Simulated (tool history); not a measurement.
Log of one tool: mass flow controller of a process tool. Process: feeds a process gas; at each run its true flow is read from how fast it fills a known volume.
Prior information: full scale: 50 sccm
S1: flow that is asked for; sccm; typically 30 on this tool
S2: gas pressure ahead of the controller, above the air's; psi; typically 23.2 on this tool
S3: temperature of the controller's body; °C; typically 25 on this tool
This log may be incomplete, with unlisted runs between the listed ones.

run 1 hour=0 | S1=30 S2=23.2 S3=25 | true_flow_(%)=99.27
run 2 hour=320.9 | S1=30 S2=23.2 S3=25 | true_flow_(%)=99.11
run 3 hour=647.3 | S1=30 S2=23.2 S3=25 | true_flow_(%)=99.15
run 4 hour=946.4 | S1=30 S2=23.2 S3=24 | true_flow_(%)=99.12
run 5 hour=1186 | S1=43 S2=23.2 S3=25 | true_flow_(%)=99.71
run 6 hour=1369.4 | S1=43 S2=23.2 S3=25 | true_flow_(%)=99.57
run 7 hour=1573.2 | S1=30 S2=23.2 S3=25 | true_flow_(%)=99.04
run 8 hour=1786.3 | S1=30 S2=38.6 S3=25 | true_flow_(%)=98.57
run 9 hour=2082 | S1=30 S2=23.2 S3=23 | true_flow_(%)=98.82
run 10 hour=2370.1 | S1=6 S2=23.2 S3=25 | true_flow_(%)=97.63
run 11 hour=2639.8 | S1=30 S2=23.2 S3=31 | true_flow_(%)=99.14
run 12 hour=2961.1 | S1=30 S2=23.2 S3=25 | true_flow_(%)=98.63
run 13 hour=3166 | S1=30 S2=23.2 S3=32 | true_flow_(%)=98.95
run 14 hour=3374 | S1=30 S2=23.2 S3=32 | true_flow_(%)=98.98
run 15 hour=3654.5 | S1=30 S2=32.8 S3=25 | true_flow_(%)=98.35
run 16 hour=3897.7 | S1=30 S2=32.8 S3=25 | true_flow_(%)=98.22
run 17 hour=4214.3 | S1=30 S2=32.8 S3=25 | true_flow_(%)=98.31
-- hour=4378.8 controller's zero set anew
run 18 hour=4433.2 | S1=30 S2=23.2 S3=25 | true_flow_(%)=98.42
run 19 hour=4699.3 | S1=30 S2=23.2 S3=25 | true_flow_(%)=98.58
run 20 hour=4970.2 | S1=30 S2=23.2 S3=25 | true_flow_(%)=98.45
run 21 hour=5232.2 | S1=30 S2=23.2 S3=25 | true_flow_(%)=98.35
run 22 hour=5543.8 | S1=30 S2=23.2 S3=25 | true_flow_(%)=98.37
run 23 hour=5790.9 | S1=30 S2=23.2 S3=25 | true_flow_(%)=98.32
run 24 hour=6093.6 | S1=30 S2=23.2 S3=25 | true_flow_(%)=98.24
run 25 hour=6431.5 | S1=30 S2=23.2 S3=25 | true_flow_(%)=98.14
run 26 hour=6699 | S1=30 S2=23.2 S3=25 | true_flow_(%)=98.15
run 27 hour=6926.5 | S1=30 S2=21.9 S3=36 | true_flow_(%)=98.66
run 28 hour=7219.5 | S1=30 S2=21.9 S3=36 | true_flow_(%)=98.78
run 29 hour=7492.7 | S1=16 S2=29.3 S3=21 | true_flow_(%)=97.06
run 30 hour=7707.1 | S1=30 S2=35.8 S3=22 | true_flow_(%)=97.54
run 31 hour=7889.2 | S1=30 S2=29.2 S3=24 | true_flow_(%)=97.73
-- hour=7908.6 gauge calibrated
run 32 hour=8175.6 | S1=30 S2=25.8 S3=24 | true_flow_(%)=98.98
run 33 hour=8437.4 | S1=30 S2=21.3 S3=32 | true_flow_(%)=99.45
run 34 hour=8750.3 | S1=30 S2=21.3 S3=32 | true_flow_(%)=99.43
run 35 hour=8944 | S1=30 S2=21.3 S3=32 | true_flow_(%)=99.56
run 36 hour=9261.1 | S1=17 S2=23.2 S3=25 | true_flow_(%)=98.45
run 37 hour=9478.4 | S1=17 S2=20.5 S3=26 | true_flow_(%)=98.42
run 38 hour=9832.6 | S1=33 S2=36 S3=30 | true_flow_(%)=98.83
run 39 hour=9992.6 | S1=33 S2=36 S3=30 | true_flow_(%)=98.91
run 40 hour=10352.9 | S1=15 S2=21.9 S3=33 | true_flow_(%)=98.61
-- hour=10522.5 controller exchanged for a calibrated one
run 41 hour=10524.9 | S1=15 S2=21.9 S3=33 | true_flow_(%)=98.47
run 42 hour=10803.2 | S1=30 S2=23.6 S3=28 | true_flow_(%)=98.89
run 43 hour=11100.8 | S1=21 S2=20.5 S3=25 | true_flow_(%)=98.44
run 44 hour=11317.8 | S1=30 S2=23.2 S3=29 | true_flow_(%)=98.84
run 45 hour=11613.2 | S1=36 S2=21.6 S3=23 | true_flow_(%)=98.85
run 46 hour=11938.8 | S1=28 S2=21.6 S3=27 | true_flow_(%)=98.54
run 47 hour=12127 | S1=12 S2=25.1 S3=31 | true_flow_(%)=97.84

What if the next run were any one of these 4? Each begins from the tool's condition after run 47:
run A hour=12420.5 | S1=30 S2=29.4 S3=29 | true_flow_(%)=?
run B hour=12420.5 | S1=31 S2=27.7 S3=27 | true_flow_(%)=?
run C hour=12420.5 | S1=14 S2=35.2 S3=30 | true_flow_(%)=?
run D hour=12420.5 | S1=10 S2=21.8 S3=30 | true_flow_(%)=?

run=A true_flow_(%)=98.56
run=B true_flow_(%)=98.45
run=C true_flow_(%)=97.57
run=D true_flow_(%)=97.86
Without the tool's hidden state the same runs would have given:
run=A true_flow_(%)=99.3
run=B true_flow_(%)=99.18
run=C true_flow_(%)=98.3
run=D true_flow_(%)=98.6
